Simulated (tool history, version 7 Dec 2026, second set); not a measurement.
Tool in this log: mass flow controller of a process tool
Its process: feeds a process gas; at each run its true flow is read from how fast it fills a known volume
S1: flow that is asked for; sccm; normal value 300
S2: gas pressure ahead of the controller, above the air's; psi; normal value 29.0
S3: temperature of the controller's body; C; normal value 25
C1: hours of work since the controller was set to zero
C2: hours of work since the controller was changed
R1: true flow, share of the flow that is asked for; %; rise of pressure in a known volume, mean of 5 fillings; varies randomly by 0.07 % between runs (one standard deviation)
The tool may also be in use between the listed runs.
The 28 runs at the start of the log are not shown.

run 29 hour=8167.8 | S1=130 S2=36.7 S3=28 | C1=1235 C2=1235 | R1=99.08
run 30 hour=8365.2 | S1=130 S2=30.0 S3=24 | C1=1381 C2=1381 | R1=98.84
run 31 hour=8620.4 | S1=300 S2=29.3 S3=25 | C1=1569 C2=1569 | R1=99.60
run 32 hour=8813.2 | S1=300 S2=29.3 S3=25 | C1=1712 C2=1712 | R1=99.74
run 33 hour=9221.5 | S1=862 S2=29.0 S3=25 | C1=2013 C2=2013 | R1=100.64
run 34 hour=9609.0 | S1=862 S2=29.0 S3=25 | C1=2299 C2=2299 | R1=100.89
run 35 hour=9890.8 | S1=212 S2=29.0 S3=34 | C1=2507 C2=2507 | R1=99.80
run 36 hour=10237.8 | S1=212 S2=29.0 S3=34 | C1=2764 C2=2764 | R1=99.98

Branching from run 36: 4 alternative next runs. What would each branch give?
run A hour=10478.2 | S1=136 S2=21.6 S3=22 | C1=2941 C2=2941 | R1=?
run B hour=10478.2 | S1=212 S2=22.9 S3=34 | C1=2941 C2=2941 | R1=?
run C hour=10478.2 | S1=201 S2=27.0 S3=27 | C1=2941 C2=2941 | R1=?
run D hour=10478.2 | S1=363 S2=39.3 S3=39 | C1=2941 C2=2941 | R1=?

run=A R1=98.34
run=B R1=99.75
run=C R1=99.37
run=D R1=101.00
The same runs, with their run-to-run variation unchanged, on a tool lacking any hidden condition would have given:
run=A R1=98.96
run=B R1=99.57
run=C R1=99.27
run=D R1=100.23

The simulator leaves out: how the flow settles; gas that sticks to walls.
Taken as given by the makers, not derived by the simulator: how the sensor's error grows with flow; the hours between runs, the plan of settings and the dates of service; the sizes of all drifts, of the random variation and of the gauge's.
